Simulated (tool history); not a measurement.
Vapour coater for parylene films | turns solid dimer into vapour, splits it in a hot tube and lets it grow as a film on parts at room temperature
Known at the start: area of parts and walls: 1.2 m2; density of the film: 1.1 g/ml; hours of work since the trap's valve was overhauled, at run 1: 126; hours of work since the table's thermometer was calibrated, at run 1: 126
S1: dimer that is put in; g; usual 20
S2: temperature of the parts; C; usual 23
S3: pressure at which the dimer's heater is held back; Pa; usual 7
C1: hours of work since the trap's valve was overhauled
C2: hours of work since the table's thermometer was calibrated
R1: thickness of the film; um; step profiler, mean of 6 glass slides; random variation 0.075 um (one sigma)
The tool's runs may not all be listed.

run 1 hour=0 | S1=20 S2=23 S3=7 | C1=126 C2=126 | R1=11.02
run 2 hour=19.1 | S1=20 S2=23 S3=7 | C1=138 C2=138 | R1=10.99
run 3 hour=34.8 | S1=20 S2=23 S3=7 | C1=148 C2=148 | R1=10.95
run 4 hour=44.5 | S1=20 S2=23 S3=7 | C1=155 C2=155 | R1=11.01
run 5 hour=52.5 | S1=20 S2=23 S3=7 | C1=160 C2=160 | R1=11.04
run 6 hour=70.5 | S1=20 S2=23 S3=7 | C1=171 C2=171 | R1=10.82
run 7 hour=79 | S1=20 S2=23 S3=7 | C1=177 C2=177 | R1=10.83
run 8 hour=86.9 | S1=20 S2=23 S3=7 | C1=182 C2=182 | R1=10.82
run 9 hour=103.2 | S1=20 S2=23 S3=5.24 | C1=193 C2=193 | R1=11.35
run 10 hour=112.9 | S1=20 S2=23 S3=5.24 | C1=199 C2=199 | R1=11.24
run 11 hour=129.3 | S1=20 S2=23 S3=3.11 | C1=210 C2=210 | R1=12.13
run 12 hour=143.7 | S1=20 S2=23 S3=3.11 | C1=219 C2=219 | R1=12.16
run 13 hour=161.8 | S1=20 S2=23 S3=3.11 | C1=231 C2=231 | R1=11.98
run 14 hour=170.6 | S1=20 S2=23 S3=3.11 | C1=236 C2=236 | R1=11.96
run 15 hour=178.7 | S1=20 S2=23 S3=3.11 | C1=242 C2=242 | R1=11.94
run 16 hour=187.1 | S1=20 S2=23 S3=3.11 | C1=247 C2=247 | R1=11.94
run 17 hour=197.5 | S1=20 S2=23 S3=3.11 | C1=254 C2=254 | R1=11.9
run 18 hour=216.3 | S1=20 S2=23 S3=3.11 | C1=266 C2=266 | R1=12.12
run 19 hour=226.4 | S1=20 S2=23 S3=3.11 | C1=273 C2=273 | R1=11.93
run 20 hour=244 | S1=20 S2=23 S3=3.11 | C1=284 C2=284 | R1=11.92
run 21 hour=261.7 | S1=15 S2=23 S3=5.13 | C1=295 C2=295 | R1=8.26
run 22 hour=272.8 | S1=13 S2=21 S3=11.5 | C1=303 C2=303 | R1=6.73
run 23 hour=291.1 | S1=13 S2=21 S3=11.5 | C1=314 C2=314 | R1=6.75
-- hour=305.9 trap's valve overhauled
run 24 hour=310.6 | S1=13 S2=16 S3=10.25 | C1=3 C2=325 | R1=8.1
run 25 hour=318.3 | S1=17 S2=29 S3=2.51 | C1=8 C2=330 | R1=9.69
run 26 hour=326.3 | S1=20 S2=15 S3=11.97 | C1=13 C2=335 | R1=12.48
run 27 hour=334 | S1=20 S2=23 S3=5.03 | C1=18 C2=340 | R1=11.92
run 28 hour=347.7 | S1=20 S2=23 S3=4.98 | C1=27 C2=349 | R1=11.83
run 29 hour=362.6 | S1=8 S2=33 S3=5.56 | C1=37 C2=358 | R1=3.75
run 30 hour=378.7 | S1=8 S2=33 S3=5.56 | C1=47 C2=369 | R1=3.73
run 31 hour=387.9 | S1=8 S2=33 S3=5.56 | C1=53 C2=375 | R1=3.79
run 32 hour=402.8 | S1=23 S2=29 S3=7 | C1=63 C2=384 | R1=11.34
run 33 hour=418.7 | S1=23 S2=29 S3=7 | C1=73 C2=395 | R1=11.24
run 34 hour=433.9 | S1=23 S2=29 S3=7 | C1=83 C2=404 | R1=11.38
run 35 hour=450.1 | S1=23 S2=29 S3=7 | C1=93 C2=415 | R1=11.26
run 36 hour=462.4 | S1=23 S2=29 S3=7 | C1=101 C2=423 | R1=11.12
run 37 hour=471.2 | S1=26 S2=29 S3=7 | C1=107 C2=429 | R1=12.56
run 38 hour=480.6 | S1=26 S2=29 S3=7 | C1=113 C2=435 | R1=12.57
run 39 hour=489.7 | S1=21 S2=16 S3=9.27 | C1=119 C2=441 | R1=13.03
run 40 hour=500.5 | S1=9 S2=19 S3=2.92 | C1=126 C2=448 | R1=6.08

Forecast each of these 4 alternatives for the next run:
run A hour=513.9 | S1=12 S2=19 S3=2.92 | C1=135 C2=456 | R1=?
run B hour=513.9 | S1=9 S2=33 S3=11.43 | C1=135 C2=456 | R1=?
run C hour=513.9 | S1=20 S2=21 S3=2.11 | C1=135 C2=456 | R1=?
run D hour=513.9 | S1=20 S2=17 S3=5.58 | C1=135 C2=456 | R1=?

run=A R1=8.09
run=B R1=3.72
run=C R1=13.42
run=D R1=12.83
Without the tool's hidden state the same runs would have given:
run=A R1=8.42
run=B R1=3.87
run=C R1=13.96
run=D R1=13.35
